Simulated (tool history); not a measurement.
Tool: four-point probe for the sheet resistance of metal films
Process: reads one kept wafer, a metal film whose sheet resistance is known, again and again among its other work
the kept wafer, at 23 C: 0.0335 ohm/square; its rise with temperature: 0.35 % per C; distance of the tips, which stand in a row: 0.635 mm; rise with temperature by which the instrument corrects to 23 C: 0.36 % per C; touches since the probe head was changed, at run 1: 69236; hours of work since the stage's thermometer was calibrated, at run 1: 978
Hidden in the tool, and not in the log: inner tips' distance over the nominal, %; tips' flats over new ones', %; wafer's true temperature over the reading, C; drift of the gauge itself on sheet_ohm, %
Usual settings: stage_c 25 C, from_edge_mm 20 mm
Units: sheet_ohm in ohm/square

run	hour	stage_c	from_edge_mm	touches since the probe head was changed	hours of work since the stage's thermometer was calibrated	sheet_ohm
1	0	25	20	69236	978	0.033488
2	25.4	25	20	70630	994	0.033473
3	57.9	25	20	72413	1015	0.033472
4	111	25	11	75332	1049	0.033514
5	159	25	11	77966	1079	0.033527
6	181.5	25	20	79200	1093	0.03348
7	232.2	25	4	81984	1126	0.033903
8	268.1	25	5	83952	1149	0.03374
9	318.3	25	54	86709	1181	0.033458
10	356.2	20	20	88790	1205	0.033469
# hour 380.1: stage's thermometer calibrated
11	408.2	26	62	91618	18	0.033464
12	461.2	27	17	94527	52	0.033469
# hour 478: stage's thermometer calibrated, once more
13	485.1	27	17	95810	5	0.033436
14	525.6	27	17	98034	30	0.03344
15	571.2	25	59	100541	59	0.033411
16	593.3	27	8	101751	73	0.033515
17	619.1	35	5	103167	90	0.033684
18	670.5	29	8	105988	123	0.033513
19	701.1	25	6	107672	142	0.033613
20	751.4	23	9	110429	174	0.033498

4 ways to go on from here, each from the tool as it stands after run 20. What would each give?
A	777.8	19	11	111883	191	?
B	777.8	32	4	111883	191	?
C	777.8	27	7	111883	191	?
D	777.8	20	9	111883	191	?

run	sheet_ohm
A	0.033476
B	0.033847
C	0.033556
D	0.033515
Without the tool's hidden state the same runs would have given:
run	sheet_ohm
A	0.033569
B	0.033941
C	0.033649
D	0.033608

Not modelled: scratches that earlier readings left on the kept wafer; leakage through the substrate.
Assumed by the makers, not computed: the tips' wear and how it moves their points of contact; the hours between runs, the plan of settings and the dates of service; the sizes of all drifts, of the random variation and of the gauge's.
